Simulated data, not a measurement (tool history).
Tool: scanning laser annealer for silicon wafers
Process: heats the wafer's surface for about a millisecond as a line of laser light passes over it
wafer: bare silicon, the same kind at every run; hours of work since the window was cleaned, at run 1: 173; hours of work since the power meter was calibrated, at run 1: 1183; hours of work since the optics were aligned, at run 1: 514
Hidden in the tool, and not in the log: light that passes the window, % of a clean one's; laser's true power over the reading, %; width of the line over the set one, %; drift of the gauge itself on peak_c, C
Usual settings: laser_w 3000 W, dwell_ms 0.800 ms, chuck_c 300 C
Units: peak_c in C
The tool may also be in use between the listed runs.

run     day  laser_w  dwell_ms  chuck_c  hours of work since the window was cleaned  hours of work since the power meter was calibrated  hours of work since the optics were aligned  peak_c
  1   0.000     3000     0.800      300                                         173                                                1183                                          514     991
  2   1.729     3000     0.800      300                                         199                                                1209                                          540     989
  3   2.858     3210     0.800      300                                         216                                                1226                                          557    1032
  4   4.267     3000     0.943      300                                         237                                                1247                                          577    1055
  5   5.729     3000     0.943      300                                         258                                                1268                                          599    1052
  6   6.700     3000     0.770      300                                         273                                                1283                                          614     972
  7   7.746     3000     0.770      300                                         288                                                1298                                          629     969
  8   8.688     3000     0.770      300                                         302                                                1312                                          643     965
  9   9.971     3000     0.800      336                                         321                                                1331                                          662    1016
 10  11.396     3000     0.800      336                                         342                                                1352                                          683    1016
 11  12.800     3000     0.800      267                                         363                                                1373                                          704     942
 12  14.950     3000     0.800      300                                         395                                                1405                                          736     977
 13  16.629     3000     0.800      300                                         420                                                1430                                          761     978
 14  17.662     3000     0.659      300                                         435                                                1445                                          776     906
 15  19.521     3000     0.800      261                                         463                                                1473                                          804     936
 16  21.779     3000     0.800      261                                         496                                                1507                                          837     932
 17  23.296     3000     0.800      263                                         519                                                1529                                          860     931
 18  25.362     3000     0.908      300                                         550                                                1560                                          890    1014
 19  26.825     3000     0.908      300                                         571                                                1581                                          912    1010
     27.588  -- window over the wafer cleaned
 20  28.983     3000     0.908      300                                          21                                                1612                                          943    1051
 21  30.479     3000     0.925      300                                          43                                                1634                                          965    1057
 22  31.675     2700     0.762      322                                          61                                                1652                                          983     940
 23  32.779     2700     0.762      322                                          77                                                1668                                          999     936
 24  34.325     2768     0.626      310                                         100                                                1691                                         1022     877
 25  36.242     2778     0.800      300                                         128                                                1720                                         1051     944
 26  37.621     2915     0.831      305                                         149                                                1740                                         1071     994
 27  39.246     2687     0.800      298                                         173                                                1764                                         1095     921
 28  41.417     3214     0.600      300                                         205                                                1797                                         1127     927
 29  43.096     3149     0.600      300                                         230                                                1821                                         1152     916
 30  44.129     3149     0.760      339                                         245                                                1837                                         1168    1036
 31  45.950     3177     0.623      300                                         272                                                1864                                         1195     929

Forecast run 32:
 32  47.454     2983     0.800      327                                         295                                                1886                                         1217       ?

peak_c: 1007 C
Without the tool's hidden state the same run would have given peak_c 1033 C.
